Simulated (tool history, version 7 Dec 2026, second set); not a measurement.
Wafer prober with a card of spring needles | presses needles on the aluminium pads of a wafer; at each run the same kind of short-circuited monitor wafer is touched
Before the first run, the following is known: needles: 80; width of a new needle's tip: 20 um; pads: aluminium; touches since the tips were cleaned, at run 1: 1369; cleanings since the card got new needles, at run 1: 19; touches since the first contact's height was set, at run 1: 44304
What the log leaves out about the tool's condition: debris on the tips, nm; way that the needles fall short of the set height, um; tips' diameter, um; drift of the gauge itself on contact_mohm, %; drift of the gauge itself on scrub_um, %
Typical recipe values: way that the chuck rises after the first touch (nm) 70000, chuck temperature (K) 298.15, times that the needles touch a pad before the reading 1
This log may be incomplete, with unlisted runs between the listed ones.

run,hour,way that the chuck rises after the first touch (nm),chuck temperature (K),times that the needles touch a pad before the reading,touches since the tips were cleaned,cleanings since the card got new needles,touches since the first contact's height was set,resistance of one needle with its contact and lead (mohm),way that a needle slides on the pad (nm)
1,0,70000,298.15,1,1369,19,44304,195,15210
# hour 2.2: tips cleaned on abrasive film
2,6.8,70000,298.15,1,1902,20,47055,200,14940
# hour 7.9: tips cleaned on abrasive film
# hour 13.7: tips cleaned on abrasive film
3,17,70000,302.15,1,1367,22,51133,192,15140
# hour 19.6: tips cleaned on abrasive film
4,23.4,70000,302.15,1,1547,23,53696,197,15130
# hour 25.1: tips cleaned on abrasive film
# hour 30.3: tips cleaned on abrasive film
5,30.3,70000,298.15,1,0,25,56430,176,15040
# hour 35.5: tips cleaned on abrasive film
6,39,70000,298.15,1,1422,26,59957,196,15160
# hour 41.2: tips cleaned on abrasive film
# hour 46.3: tips cleaned on abrasive film
7,49.7,70000,298.15,1,1399,28,64261,197,14930
# hour 51.9: tips cleaned on abrasive film
# hour 57.4: tips cleaned on abrasive film
8,58.4,70000,298.15,1,426,30,67731,181,14900
# hour 62.9: tips cleaned on abrasive film
9,63.7,70000,326.15,1,348,31,69863,187,15100
# hour 68.5: tips cleaned on abrasive film
10,72.8,70000,326.15,1,1768,32,73541,205,15010
# hour 74.1: tips cleaned on abrasive film
# hour 79.5: tips cleaned on abrasive film
11,79.5,70000,298.15,1,0,34,76180,178,14760
# hour 84.7: tips cleaned on abrasive film
12,89.4,70000,298.15,1,1927,35,80209,198,14870
# hour 90.3: tips cleaned on abrasive film
13,94.5,70000,329.15,1,1732,36,82241,204,14930
# hour 96.1: tips cleaned on abrasive film
# hour 101.8: tips cleaned on abrasive film
14,104.5,70000,329.15,1,1085,38,86224,200,14960
# hour 107.3: tips cleaned on abrasive film
# hour 112.6: tips cleaned on abrasive film
15,114.8,70000,329.15,1,885,40,90369,199,14810
# hour 118.1: tips cleaned on abrasive film
16,120.5,70000,298.15,1,964,41,92640,192,14880
# hour 123.5: tips cleaned on abrasive film
17,126.4,70000,302.15,3,1200,42,95039,180,14740
# hour 129.4: tips cleaned on abrasive film
18,133.5,70000,302.15,3,1684,43,97878,185,14860
# hour 135: tips cleaned on abrasive film
# hour 140.7: tips cleaned on abrasive film
19,142.9,78000,330.15,1,904,45,101658,192,16140
# hour 145.8: tips cleaned on abrasive film
# hour 151.2: tips cleaned on abrasive film
20,151.2,78000,332.15,2,0,47,104946,181,16380
# hour 156.6: tips cleaned on abrasive film
21,156.6,82000,298.15,2,0,48,107115,175,17230
# hour 162: tips cleaned on abrasive film
22,162.5,82000,298.15,2,201,49,109500,177,17710
# hour 163.8: height of the first contact set anew
# hour 167.5: tips cleaned on abrasive film
23,171.2,82000,298.15,2,1514,50,2979,185,17000
# hour 172.9: tips cleaned on abrasive film
# hour 178.2: tips cleaned on abrasive film
24,180.1,82000,298.15,2,789,52,6559,182,17210
# hour 183.7: tips cleaned on abrasive film
25,185.2,82000,395.15,2,649,53,8609,197,17190
# hour 189.6: tips cleaned on abrasive film
26,192.8,52000,309.15,1,1296,54,11654,217,10520
# hour 195.3: tips cleaned on abrasive film
# hour 201: tips cleaned on abrasive film
27,201.3,70000,398.15,1,145,56,15063,199,14500
# hour 206.7: tips cleaned on abrasive film
28,210.5,87000,311.15,1,1537,57,18771,192,18570
# hour 211.8: tips cleaned on abrasive film
29,215.6,87000,311.15,1,1540,58,20814,194,18210
# hour 217.3: tips cleaned on abrasive film
# hour 220.8: height of the first contact set anew, once more
# hour 223.1: tips cleaned on abrasive film
30,223.1,70000,307.15,1,0,60,897,180,15400
# hour 228.2: tips cleaned on abrasive film
31,232.3,70000,315.15,1,1665,61,4621,199,15170

How the hidden state differs across the entries between the runs, from the last listed run before each to the first after it:
In the gap between runs 1 and 2: tips cleaned on abrasive film (hour 2.2)
  debris on the tips, nm: 30.7 -> 37.5; way that the needles fall short of the set height, um: 1.23 -> 1.28; tips' diameter, um: 20.43 -> 20.45
  measured less the result without the state, resistance of one needle with its contact and lead (mohm): +19 -> +25; way that a needle slides on the pad (nm): -270 -> -280
In the gap between runs 2 and 3: tips cleaned on abrasive film (hour 7.9); tips cleaned on abrasive film (hour 13.7)
  debris on the tips, nm: 37.5 -> 29.2; way that the needles fall short of the set height, um: 1.28 -> 1.42; tips' diameter, um: 20.45 -> 20.5
  measured less the result without the state, resistance of one needle with its contact and lead (mohm): +25 -> +18; way that a needle slides on the pad (nm): -280 -> -310
In the gap between runs 3 and 4: tips cleaned on abrasive film (hour 19.6)
  debris on the tips, nm: 29.2 -> 31.3; way that the needles fall short of the set height, um: 1.42 -> 1.48; tips' diameter, um: 20.5 -> 20.52
  measured less the result without the state, resistance of one needle with its contact and lead (mohm): +18 -> +20; way that a needle slides on the pad (nm): -310 -> -320
In the gap between runs 4 and 5: tips cleaned on abrasive film (hour 25.1); tips cleaned on abrasive film (hour 30.3)
  debris on the tips, nm: 31.3 -> 2.4; way that the needles fall short of the set height, um: 1.48 -> 1.61; tips' diameter, um: 20.52 -> 20.57
  measured less the result without the state, resistance of one needle with its contact and lead (mohm): +20 -> +2; way that a needle slides on the pad (nm): -320 -> -350
In the gap between runs 5 and 6: tips cleaned on abrasive film (hour 35.5)
  debris on the tips, nm: 2.4 -> 31.3; way that the needles fall short of the set height, um: 1.61 -> 1.7; tips' diameter, um: 20.57 -> 20.59
  measured less the result without the state, resistance of one needle with its contact and lead (mohm): +2 -> +21; way that a needle slides on the pad (nm): -350 -> -370
In the gap between runs 6 and 7: tips cleaned on abrasive film (hour 41.2); tips cleaned on abrasive film (hour 46.3)
  debris on the tips, nm: 31.3 -> 33.2; way that the needles fall short of the set height, um: 1.7 -> 1.85; tips' diameter, um: 20.59 -> 20.65
  measured less the result without the state, resistance of one needle with its contact and lead (mohm): +21 -> +23; way that a needle slides on the pad (nm): -370 -> -410
In the gap between runs 7 and 8: tips cleaned on abrasive film (hour 51.9); tips cleaned on abrasive film (hour 57.4)
  debris on the tips, nm: 33.2 -> 11.4; way that the needles fall short of the set height, um: 1.85 -> 1.99; tips' diameter, um: 20.65 -> 20.7
  measured less the result without the state, resistance of one needle with its contact and lead (mohm): +23 -> +8; way that a needle slides on the pad (nm): -410 -> -440
In the gap between runs 8 and 9: tips cleaned on abrasive film (hour 62.9)
  debris on the tips, nm: 11.4 -> 10; way that the needles fall short of the set height, um: 1.99 -> 2.04; tips' diameter, um: 20.7 -> 20.71
  measured less the result without the state, resistance of one needle with its contact and lead (mohm): +8 -> +7; way that a needle slides on the pad (nm): -440 -> -450
In the gap between runs 9 and 10: tips cleaned on abrasive film (hour 68.5)
  debris on the tips, nm: 10 -> 36.2; way that the needles fall short of the set height, um: 2.04 -> 2.11; tips' diameter, um: 20.71 -> 20.74
  measured less the result without the state, resistance of one needle with its contact and lead (mohm): +7 -> +23; way that a needle slides on the pad (nm): -450 -> -470
In the gap between runs 10 and 11: tips cleaned on abrasive film (hour 74.1); tips cleaned on abrasive film (hour 79.5)
  debris on the tips, nm: 36.2 -> 2.2; way that the needles fall short of the set height, um: 2.11 -> 2.22; tips' diameter, um: 20.74 -> 20.78
  measured less the result without the state, resistance of one needle with its contact and lead (mohm): +23 -> +3; way that a needle slides on the pad (nm): -470 -> -490
In the gap between runs 11 and 12: tips cleaned on abrasive film (hour 84.7)
  debris on the tips, nm: 2.2 -> 37; way that the needles fall short of the set height, um: 2.22 -> 2.28; tips' diameter, um: 20.78 -> 20.8
  measured less the result without the state, resistance of one needle with its contact and lead (mohm): +3 -> +25; way that a needle slides on the pad (nm): -490 -> -490
In the gap between runs 12 and 13: tips cleaned on abrasive film (hour 90.3)
  debris on the tips, nm: 37 -> 32.9; way that the needles fall short of the set height, um: 2.28 -> 2.34; tips' diameter, um: 20.8 -> 20.82
  measured less the result without the state, resistance of one needle with its contact and lead (mohm): +25 -> +22; way that a needle slides on the pad (nm): -490 -> -520
In the gap between runs 13 and 14: tips cleaned on abrasive film (hour 96.1); tips cleaned on abrasive film (hour 101.8)
  debris on the tips, nm: 32.9 -> 25.3; way that the needles fall short of the set height, um: 2.34 -> 2.44; tips' diameter, um: 20.82 -> 20.85
  measured less the result without the state, resistance of one needle with its contact and lead (mohm): +22 -> +17; way that a needle slides on the pad (nm): -520 -> -530
In the gap between runs 14 and 15: tips cleaned on abrasive film (hour 107.3); tips cleaned on abrasive film (hour 112.6)
  debris on the tips, nm: 25.3 -> 21.2; way that the needles fall short of the set height, um: 2.44 -> 2.56; tips' diameter, um: 20.85 -> 20.9
  measured less the result without the state, resistance of one needle with its contact and lead (mohm): +17 -> +14; way that a needle slides on the pad (nm): -530 -> -570
In the gap between runs 15 and 16: tips cleaned on abrasive film (hour 118.1)
  debris on the tips, nm: 21.2 -> 23.3; way that the needles fall short of the set height, um: 2.56 -> 2.62; tips' diameter, um: 20.9 -> 20.92
  measured less the result without the state, resistance of one needle with its contact and lead (mohm): +14 -> +16; way that a needle slides on the pad (nm): -570 -> -580
In the gap between runs 16 and 17: tips cleaned on abrasive film (hour 123.5)
  debris on the tips, nm: 23.3 -> 26.3; way that the needles fall short of the set height, um: 2.62 -> 2.68; tips' diameter, um: 20.92 -> 20.94
  measured less the result without the state, resistance of one needle with its contact and lead (mohm): +16 -> +7; way that a needle slides on the pad (nm): -580 -> -590
In the gap between runs 17 and 18: tips cleaned on abrasive film (hour 129.4)
  debris on the tips, nm: 26.3 -> 34.1; way that the needles fall short of the set height, um: 2.68 -> 2.72; tips' diameter, um: 20.94 -> 20.95
  measured less the result without the state, resistance of one needle with its contact and lead (mohm): +7 -> +10; way that a needle slides on the pad (nm): -590 -> -600
In the gap between runs 18 and 19: tips cleaned on abrasive film (hour 135); tips cleaned on abrasive film (hour 140.7)
  debris on the tips, nm: 34.1 -> 23.2; way that the needles fall short of the set height, um: 2.72 -> 2.84; tips' diameter, um: 20.95 -> 20.99
  measured less the result without the state, resistance of one needle with its contact and lead (mohm): +10 -> +13; way that a needle slides on the pad (nm): -600 -> -620
In the gap between runs 19 and 20: tips cleaned on abrasive film (hour 145.8); tips cleaned on abrasive film (hour 151.2)
  debris on the tips, nm: 23.2 -> 3.7; way that the needles fall short of the set height, um: 2.84 -> 2.94; tips' diameter, um: 20.99 -> 21.03
  measured less the result without the state, resistance of one needle with its contact and lead (mohm): +13 -> +2; way that a needle slides on the pad (nm): -620 -> -640
In the gap between runs 20 and 21: tips cleaned on abrasive film (hour 156.6)
  debris on the tips, nm: 3.7 -> 3; way that the needles fall short of the set height, um: 2.94 -> 3; tips' diameter, um: 21.03 -> 21.05
  measured less the result without the state, resistance of one needle with its contact and lead (mohm): +2 -> +2; way that a needle slides on the pad (nm): -640 -> -650
In the gap between runs 21 and 22: tips cleaned on abrasive film (hour 162)
  debris on the tips, nm: 3 -> 7.7; way that the needles fall short of the set height, um: 3 -> 3.08; tips' diameter, um: 21.05 -> 21.08
  measured less the result without the state, resistance of one needle with its contact and lead (mohm): +2 -> +3; way that a needle slides on the pad (nm): -650 -> -700
In the gap between runs 22 and 23: height of the first contact set anew (hour 163.8); tips cleaned on abrasive film (hour 167.5)
  debris on the tips, nm: 7.7 -> 32.6; way that the needles fall short of the set height, um: 3.08 -> 3.76; tips' diameter, um: 21.08 -> 21.11
  measured less the result without the state, resistance of one needle with its contact and lead (mohm): +3 -> +12; way that a needle slides on the pad (nm): -700 -> -820
In the gap between runs 23 and 24: tips cleaned on abrasive film (hour 172.9); tips cleaned on abrasive film (hour 178.2)
  debris on the tips, nm: 32.6 -> 23.2; way that the needles fall short of the set height, um: 3.76 -> 3.87; tips' diameter, um: 21.11 -> 21.15
  measured less the result without the state, resistance of one needle with its contact and lead (mohm): +12 -> +9; way that a needle slides on the pad (nm): -820 -> -860
In the gap between runs 24 and 25: tips cleaned on abrasive film (hour 183.7)
  debris on the tips, nm: 23.2 -> 18.5; way that the needles fall short of the set height, um: 3.87 -> 3.94; tips' diameter, um: 21.15 -> 21.17
  measured less the result without the state, resistance of one needle with its contact and lead (mohm): +9 -> +6; way that a needle slides on the pad (nm): -860 -> -870
In the gap between runs 25 and 26: tips cleaned on abrasive film (hour 189.6)
  debris on the tips, nm: 18.5 -> 29.1; way that the needles fall short of the set height, um: 3.94 -> 3.99; tips' diameter, um: 21.17 -> 21.19
  measured less the result without the state, resistance of one needle with its contact and lead (mohm): +6 -> +38; way that a needle slides on the pad (nm): -870 -> -880
In the gap between runs 26 and 27: tips cleaned on abrasive film (hour 195.3); tips cleaned on abrasive film (hour 201)
  debris on the tips, nm: 29.1 -> 6.5; way that the needles fall short of the set height, um: 3.99 -> 4.09; tips' diameter, um: 21.19 -> 21.22
  measured less the result without the state, resistance of one needle with its contact and lead (mohm): +38 -> +5; way that a needle slides on the pad (nm): -880 -> -900
In the gap between runs 27 and 28: tips cleaned on abrasive film (hour 206.7)
  debris on the tips, nm: 6.5 -> 32.9; way that the needles fall short of the set height, um: 4.09 -> 4.17; tips' diameter, um: 21.22 -> 21.25
  measured less the result without the state, resistance of one needle with its contact and lead (mohm): +5 -> +17; way that a needle slides on the pad (nm): -900 -> -930
In the gap between runs 28 and 29: tips cleaned on abrasive film (hour 211.8)
  debris on the tips, nm: 32.9 -> 31.4; way that the needles fall short of the set height, um: 4.17 -> 4.22; tips' diameter, um: 21.25 -> 21.27
  measured less the result without the state, resistance of one needle with its contact and lead (mohm): +17 -> +16; way that a needle slides on the pad (nm): -930 -> -930
In the gap between runs 29 and 30: tips cleaned on abrasive film (hour 217.3); height of the first contact set anew, once more (hour 220.8); tips cleaned on abrasive film (hour 223.1)
  debris on the tips, nm: 31.4 -> 2.8; way that the needles fall short of the set height, um: 4.22 -> 0.08; tips' diameter, um: 21.27 -> 21.32
  measured less the result without the state, resistance of one needle with its contact and lead (mohm): +16 -> +3; way that a needle slides on the pad (nm): -930 -> -20
In the gap between runs 30 and 31: tips cleaned on abrasive film (hour 228.2)
  debris on the tips, nm: 2.8 -> 32.2; way that the needles fall short of the set height, um: 0.08 -> 0.16; tips' diameter, um: 21.32 -> 21.35
  measured less the result without the state, resistance of one needle with its contact and lead (mohm): +3 -> +21; way that a needle slides on the pad (nm): -20 -> -30

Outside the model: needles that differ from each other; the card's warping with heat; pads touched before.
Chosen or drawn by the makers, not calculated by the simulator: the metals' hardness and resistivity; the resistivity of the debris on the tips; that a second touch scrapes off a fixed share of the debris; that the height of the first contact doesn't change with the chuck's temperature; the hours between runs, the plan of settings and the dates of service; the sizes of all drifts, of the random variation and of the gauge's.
